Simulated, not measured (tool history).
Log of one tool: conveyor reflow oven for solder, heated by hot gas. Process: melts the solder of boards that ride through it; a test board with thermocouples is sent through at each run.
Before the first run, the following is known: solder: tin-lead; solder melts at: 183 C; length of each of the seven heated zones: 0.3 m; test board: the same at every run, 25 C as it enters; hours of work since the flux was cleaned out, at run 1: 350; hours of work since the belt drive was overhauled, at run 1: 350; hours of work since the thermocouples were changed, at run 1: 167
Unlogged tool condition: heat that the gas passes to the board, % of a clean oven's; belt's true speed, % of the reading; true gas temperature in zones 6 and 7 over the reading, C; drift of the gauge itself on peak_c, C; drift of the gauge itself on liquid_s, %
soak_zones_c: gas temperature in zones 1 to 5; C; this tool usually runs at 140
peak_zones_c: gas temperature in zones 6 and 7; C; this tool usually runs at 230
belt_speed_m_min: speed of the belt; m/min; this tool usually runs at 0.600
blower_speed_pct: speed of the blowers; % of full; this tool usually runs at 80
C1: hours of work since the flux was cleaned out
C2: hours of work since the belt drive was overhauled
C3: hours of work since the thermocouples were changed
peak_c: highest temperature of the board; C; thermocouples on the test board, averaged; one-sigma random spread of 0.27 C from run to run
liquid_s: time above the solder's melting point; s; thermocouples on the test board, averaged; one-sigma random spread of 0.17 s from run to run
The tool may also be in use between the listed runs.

Run 1, hour 0.0: usual settings; C1 350; C2 350; C3 167. Result: peak_c 213.9 C, liquid_s 44.0 s.
Run 2, hour 19.3: usual settings; C1 360; C2 360; C3 177. Result: peak_c 213.9 C, liquid_s 43.7 s.
Run 3, hour 47.0: usual settings; C1 374; C2 374; C3 191. Result: peak_c 213.6 C, liquid_s 43.5 s.
Run 4, hour 65.8: usual settings; C1 384; C2 384; C3 201. Result: peak_c 213.1 C, liquid_s 43.3 s.
Run 5, hour 86.8: usual settings; C1 395; C2 395; C3 212. Result: peak_c 213.5 C, liquid_s 43.6 s.
Run 6, hour 106.5: usual settings but peak_zones_c 218 C; C1 405; C2 405; C3 222. Result: peak_c 203.2 C, liquid_s 35.5 s.
Run 7, hour 122.0: usual settings but peak_zones_c 218 C; C1 413; C2 413; C3 230. Result: peak_c 202.9 C, liquid_s 35.3 s.
Run 8, hour 138.7: usual settings; C1 422; C2 422; C3 239. Result: peak_c 213.2 C, liquid_s 43.2 s.
Run 9, hour 159.7: usual settings; C1 433; C2 433; C3 250. Result: peak_c 213.2 C, liquid_s 43.0 s.
Run 10, hour 186.8: usual settings; C1 447; C2 447; C3 264. Result: peak_c 212.9 C, liquid_s 42.8 s.
Run 11, hour 200.9: usual settings; C1 455; C2 455; C3 272. Result: peak_c 212.9 C, liquid_s 43.0 s.
Run 12, hour 220.0: usual settings; C1 465; C2 465; C3 281. Result: peak_c 212.5 C, liquid_s 42.4 s.
At hour 253.8: flux residue cleaned out of gas plates and filters.
Run 13, hour 254.2: usual settings; C1 0; C2 480; C3 297. Result: peak_c 216.5 C, liquid_s 46.5 s.
Run 14, hour 273.6: usual settings; C1 10; C2 490; C3 307. Result: peak_c 216.5 C, liquid_s 46.1 s.
Run 15, hour 295.8: usual settings; C1 22; C2 502; C3 318. Result: peak_c 216.3 C, liquid_s 46.2 s.
Run 16, hour 312.6: usual settings but soak_zones_c 148 C; C1 31; C2 510; C3 327. Result: peak_c 217.2 C, liquid_s 49.2 s.
Run 17, hour 336.4: usual settings but belt_speed_m_min 0.654 m/min, blower_speed_pct 71 % of full; C1 43; C2 523; C3 340. Result: peak_c 212.1 C, liquid_s 38.4 s.
Run 18, hour 352.9: usual settings but soak_zones_c 132 C, belt_speed_m_min 0.654 m/min, blower_speed_pct 71 % of full; C1 52; C2 531; C3 348. Result: peak_c 210.7 C, liquid_s 35.6 s.
Run 19, hour 368.1: usual settings but soak_zones_c 132 C, belt_speed_m_min 0.654 m/min, blower_speed_pct 71 % of full; C1 60; C2 539; C3 356. Result: peak_c 210.3 C, liquid_s 35.4 s.
Run 20, hour 395.4: usual settings but soak_zones_c 152 C, peak_zones_c 238 C; C1 74; C2 553; C3 370. Result: peak_c 224.9 C, liquid_s 53.6 s.
Run 21, hour 412.2: usual settings but soak_zones_c 142 C, peak_zones_c 243 C, belt_speed_m_min 0.686 m/min, blower_speed_pct 75 % of full; C1 83; C2 562; C3 379. Result: peak_c 222.0 C, liquid_s 43.0 s.
Run 22, hour 428.3: usual settings but belt_speed_m_min 0.684 m/min; C1 91; C2 571; C3 387. Result: peak_c 212.5 C, liquid_s 37.4 s.
Run 23, hour 456.4: usual settings but peak_zones_c 219 C, belt_speed_m_min 0.684 m/min, blower_speed_pct 52 % of full; C1 106; C2 585; C3 402. Result: peak_c 195.2 C, liquid_s 20.5 s.
Run 24, hour 478.7: usual settings but peak_zones_c 219 C, belt_speed_m_min 0.684 m/min, blower_speed_pct 52 % of full; C1 117; C2 597; C3 414. Result: peak_c 195.2 C, liquid_s 20.3 s.
Run 25, hour 501.4: usual settings but soak_zones_c 143 C, belt_speed_m_min 0.704 m/min; C1 129; C2 609; C3 426. Result: peak_c 211.5 C, liquid_s 36.2 s.
Run 26, hour 516.0: usual settings but soak_zones_c 143 C, belt_speed_m_min 0.704 m/min; C1 137; C2 616; C3 433. Result: peak_c 211.6 C, liquid_s 36.3 s.
Run 27, hour 542.2: usual settings but soak_zones_c 143 C, belt_speed_m_min 0.704 m/min, blower_speed_pct 73 % of full; C1 150; C2 630; C3 447. Result: peak_c 209.2 C, liquid_s 34.7 s.
Run 28, hour 556.3: usual settings but soak_zones_c 143 C, belt_speed_m_min 0.704 m/min, blower_speed_pct 73 % of full; C1 158; C2 637; C3 454. Result: peak_c 210.0 C, liquid_s 34.9 s.
Run 29, hour 579.8: usual settings but soak_zones_c 146 C, belt_speed_m_min 0.516 m/min; C1 170; C2 649; C3 466. Result: peak_c 219.2 C, liquid_s 58.6 s.
Run 30, hour 596.8: usual settings but soak_zones_c 146 C, belt_speed_m_min 0.516 m/min; C1 179; C2 658; C3 475. Result: peak_c 219.6 C, liquid_s 58.2 s.
Run 31, hour 615.7: usual settings but belt_speed_m_min 0.680 m/min, blower_speed_pct 60 % of full; C1 189; C2 668; C3 485. Result: peak_c 206.2 C, liquid_s 31.8 s.

Entry by entry between the runs, the difference in hidden state between the last listed run before and the first listed run after:
Between runs 12 and 13: flux residue cleaned out of gas plates and filters (hour 253.8)
  heat that the gas passes to the board, % of a clean oven's: 84.3 -> 99.5; belt's true speed, % of the reading: 99.12 -> 99.1; true gas temperature in zones 6 and 7 over the reading, C: -0.8 -> -0.83
  measured result minus the result with no hidden state, peak_c: -4.7 -> -0.7 C; liquid_s: -3.4 -> +0.1 s

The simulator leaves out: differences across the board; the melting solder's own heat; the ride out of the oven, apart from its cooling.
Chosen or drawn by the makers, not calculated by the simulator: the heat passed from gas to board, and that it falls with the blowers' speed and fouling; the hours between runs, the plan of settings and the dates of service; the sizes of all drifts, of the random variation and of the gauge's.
